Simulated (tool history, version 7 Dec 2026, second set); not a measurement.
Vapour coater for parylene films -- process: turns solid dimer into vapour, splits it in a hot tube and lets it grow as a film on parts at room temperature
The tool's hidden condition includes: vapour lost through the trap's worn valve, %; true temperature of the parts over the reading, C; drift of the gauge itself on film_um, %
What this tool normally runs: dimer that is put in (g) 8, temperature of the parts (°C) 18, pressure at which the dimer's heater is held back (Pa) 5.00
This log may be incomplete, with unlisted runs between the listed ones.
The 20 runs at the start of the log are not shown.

run   hour  dimer that is put in (g)  temperature of the parts (°C)  pressure at which the dimer's heater is held back (Pa)  hours of work since the trap's valve was overhauled  hours of work since the table's thermometer was calibrated  thickness of the film (µm)
 21  306.3                         6                             14                                                    5.00                                                  236                                                         256                        1.83
     318.6  -- trap's valve overhauled
 22  320.5                         5                             20                                                    2.78                                                    1                                                         263                        1.40
 23  334.6                        10                             13                                                    6.39                                                   11                                                         273                        2.97
 24  353.0                        11                             11                                                    6.11                                                   25                                                         286                        3.49
 25  362.4                         4                             16                                                    3.86                                                   31                                                         293                        1.14
 26  375.9                         8                             18                                                    6.42                                                   41                                                         303                        2.06
 27  390.2                         8                             13                                                    5.00                                                   51                                                         313                        2.54
 28  407.4                         8                             13                                                    5.00                                                   64                                                         326                        2.51
 29  416.5                         8                             13                                                    5.00                                                   70                                                         332                        2.52
 30  431.0                         8                             13                                                    5.00                                                   81                                                         342                        2.50
 31  444.7                         8                             21                                                    4.60                                                   91                                                         352                        1.95

Branching from run 31: 4 alternative next runs. What would each branch give?
  A  457.0                        11                             12                                                    7.60                                                   99                                                         361                           ?
  B  457.0                         8                             20                                                    5.00                                                   99                                                         361                           ?
  C  457.0                         4                             16                                                    5.53                                                   99                                                         361                           ?
  D  457.0                        14                             10                                                    4.60                                                   99                                                         361                           ?

run  thickness of the film (µm)
  A                        3.24
  B                        2.02
  C                        1.09
  D                        4.88
With no hidden state in the tool, these same runs would have given:
run  thickness of the film (µm)
  A                        3.25
  B                        2.03
  C                        1.09
  D                        4.90

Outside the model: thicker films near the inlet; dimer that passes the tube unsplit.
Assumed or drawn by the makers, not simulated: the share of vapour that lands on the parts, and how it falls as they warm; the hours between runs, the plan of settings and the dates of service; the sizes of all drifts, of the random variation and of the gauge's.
